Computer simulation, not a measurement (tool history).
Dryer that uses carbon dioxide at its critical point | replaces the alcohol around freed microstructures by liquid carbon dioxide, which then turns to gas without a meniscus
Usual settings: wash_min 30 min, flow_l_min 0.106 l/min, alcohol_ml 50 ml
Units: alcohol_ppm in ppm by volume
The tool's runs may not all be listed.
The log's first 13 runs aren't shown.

| run | hour | wash_min | flow_l_min | alcohol_ml | hours of work since the filter was changed | hours of work since the purifier's bed was changed | alcohol_ppm |
|---|---|---|---|---|---|---|---|
| 14 | 91.4 | 37 | 0.106 | 22 | 339 | 222 | 149 |
| 15 | 96.3 | 30 | 0.106 | 50 | 342 | 224 | 481 |
| 16 | 101.4 | 30 | 0.106 | 20 | 345 | 227 | 243 |
| 17 | 108.6 | 30 | 0.106 | 20 | 349 | 231 | 243 |
| 18 | 113.2 | 30 | 0.106 | 50 | 351 | 234 | 493 |
| 19 | 120.8 | 35 | 0.106 | 50 | 355 | 238 | 244 |
| 20 | 128.4 | 35 | 0.106 | 50 | 360 | 242 | 258 |
| 21 | 133.5 | 35 | 0.106 | 50 | 362 | 245 | 261 |
| 22 | 139.7 | 34 | 0.106 | 50 | 366 | 248 | 287 |
| 23 | 148.5 | 34 | 0.106 | 50 | 371 | 253 | 289 |
| 24 | 154.3 | 36 | 0.109 | 109 | 374 | 256 | 351 |
| 25 | 158.6 | 40 | 0.07 | 40 | 376 | 258 | 834 |
| 26 | 165.1 | 40 | 0.07 | 40 | 380 | 262 | 849 |
| 27 | 172.6 | 28 | 0.161 | 101 | 384 | 266 | 167 |
| 28 | 179 | 33 | 0.131 | 51 | 387 | 270 | 161 |

Run 29 comes next. What will it give?
| 29 | 186.8 | 30 | 0.106 | 29 | 392 | 274 | ? |

Run 29 gave alcohol_ppm 338 ppm by volume.
Without the tool's hidden state the same run would have given alcohol_ppm 120 ppm by volume.

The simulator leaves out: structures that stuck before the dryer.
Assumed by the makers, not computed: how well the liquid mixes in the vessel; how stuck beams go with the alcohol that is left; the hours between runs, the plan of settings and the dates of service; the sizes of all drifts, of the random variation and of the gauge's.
